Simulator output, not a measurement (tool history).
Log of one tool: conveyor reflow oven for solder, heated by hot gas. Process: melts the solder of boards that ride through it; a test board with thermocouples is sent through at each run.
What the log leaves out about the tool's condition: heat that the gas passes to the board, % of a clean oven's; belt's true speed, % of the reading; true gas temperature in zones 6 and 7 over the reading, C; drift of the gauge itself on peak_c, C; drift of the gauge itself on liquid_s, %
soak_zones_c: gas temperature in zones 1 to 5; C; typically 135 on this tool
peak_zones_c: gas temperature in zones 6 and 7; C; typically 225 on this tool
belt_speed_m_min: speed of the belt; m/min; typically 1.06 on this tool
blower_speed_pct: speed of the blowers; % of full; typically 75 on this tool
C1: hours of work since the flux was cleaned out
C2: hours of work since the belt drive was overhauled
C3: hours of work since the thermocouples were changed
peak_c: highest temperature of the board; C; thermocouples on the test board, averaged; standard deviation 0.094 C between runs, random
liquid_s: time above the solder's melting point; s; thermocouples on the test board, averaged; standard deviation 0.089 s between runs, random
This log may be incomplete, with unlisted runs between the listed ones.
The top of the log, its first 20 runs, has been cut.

{"run": 21, "hour": 159.3, "soak_zones_c": 135, "peak_zones_c": 224, "belt_speed_m_min": 1.23, "blower_speed_pct": 90, "C1": 168, "C2": 262, "C3": 296, "peak_c": 204.42, "liquid_s": 22.22}
{"hour": 167.0, "done": "flux residue cleaned out of gas plates and filters"}
{"run": 22, "hour": 171.9, "soak_zones_c": 135, "peak_zones_c": 224, "belt_speed_m_min": 1.23, "blower_speed_pct": 90, "C1": 3, "C2": 267, "C3": 301, "peak_c": 205.4, "liquid_s": 22.7}
{"run": 23, "hour": 184.4, "soak_zones_c": 135, "peak_zones_c": 224, "belt_speed_m_min": 1.23, "blower_speed_pct": 90, "C1": 12, "C2": 275, "C3": 310, "peak_c": 205.35, "liquid_s": 22.74}
{"run": 24, "hour": 193.0, "soak_zones_c": 148, "peak_zones_c": 225, "belt_speed_m_min": 1.06, "blower_speed_pct": 55, "C1": 17, "C2": 281, "C3": 315, "peak_c": 201.17, "liquid_s": 24.74}
{"run": 25, "hour": 201.7, "soak_zones_c": 126, "peak_zones_c": 225, "belt_speed_m_min": 1.06, "blower_speed_pct": 85, "C1": 23, "C2": 287, "C3": 321, "peak_c": 207.62, "liquid_s": 26.71}
{"run": 26, "hour": 212.0, "soak_zones_c": 126, "peak_zones_c": 225, "belt_speed_m_min": 1.06, "blower_speed_pct": 85, "C1": 30, "C2": 293, "C3": 328, "peak_c": 207.65, "liquid_s": 26.68}
{"run": 27, "hour": 223.4, "soak_zones_c": 146, "peak_zones_c": 229, "belt_speed_m_min": 1.06, "blower_speed_pct": 65, "C1": 37, "C2": 301, "C3": 336, "peak_c": 207.98, "liquid_s": 30.06}
{"run": 28, "hour": 230.7, "soak_zones_c": 135, "peak_zones_c": 215, "belt_speed_m_min": 0.97, "blower_speed_pct": 56, "C1": 42, "C2": 306, "C3": 340, "peak_c": 193.57, "liquid_s": 17}
{"run": 29, "hour": 240.3, "soak_zones_c": 135, "peak_zones_c": 225, "belt_speed_m_min": 1.06, "blower_speed_pct": 68, "C1": 49, "C2": 312, "C3": 347, "peak_c": 203.61, "liquid_s": 24.53}
{"run": 30, "hour": 247.7, "soak_zones_c": 126, "peak_zones_c": 225, "belt_speed_m_min": 1.06, "blower_speed_pct": 68, "C1": 54, "C2": 317, "C3": 352, "peak_c": 201.33, "liquid_s": 21.38}
{"run": 31, "hour": 257.6, "soak_zones_c": 126, "peak_zones_c": 225, "belt_speed_m_min": 1.06, "blower_speed_pct": 68, "C1": 60, "C2": 324, "C3": 358, "peak_c": 201.38, "liquid_s": 21.36}
{"run": 32, "hour": 265.1, "soak_zones_c": 129, "peak_zones_c": 233, "belt_speed_m_min": 1.06, "blower_speed_pct": 75, "C1": 65, "C2": 329, "C3": 363, "peak_c": 211.29, "liquid_s": 28.82}

3 options for the next run, each taken on its own from the tool as it stands now. Forecast them:
{"run": "A", "hour": 270.3, "soak_zones_c": 135, "peak_zones_c": 227, "belt_speed_m_min": 1.06, "blower_speed_pct": 75, "C1": 69, "C2": 332, "C3": 367, "peak_c": "?", "liquid_s": "?"}
{"run": "B", "hour": 270.3, "soak_zones_c": 135, "peak_zones_c": 225, "belt_speed_m_min": 1.25, "blower_speed_pct": 65, "C1": 69, "C2": 332, "C3": 367, "peak_c": "?", "liquid_s": "?"}
{"run": "C", "hour": 270.3, "soak_zones_c": 137, "peak_zones_c": 225, "belt_speed_m_min": 1.1, "blower_speed_pct": 55, "C1": 69, "C2": 332, "C3": 367, "peak_c": "?", "liquid_s": "?"}

run=A peak_c=207.61 liquid_s=27.94
run=B peak_c=195.71 liquid_s=14.19
run=C peak_c=196.32 liquid_s=17.09
Without the tool's hidden state the same runs would have given:
run=A peak_c=207.81 liquid_s=28.01
run=B peak_c=195.94 liquid_s=14.37
run=C peak_c=196.43 liquid_s=17.16
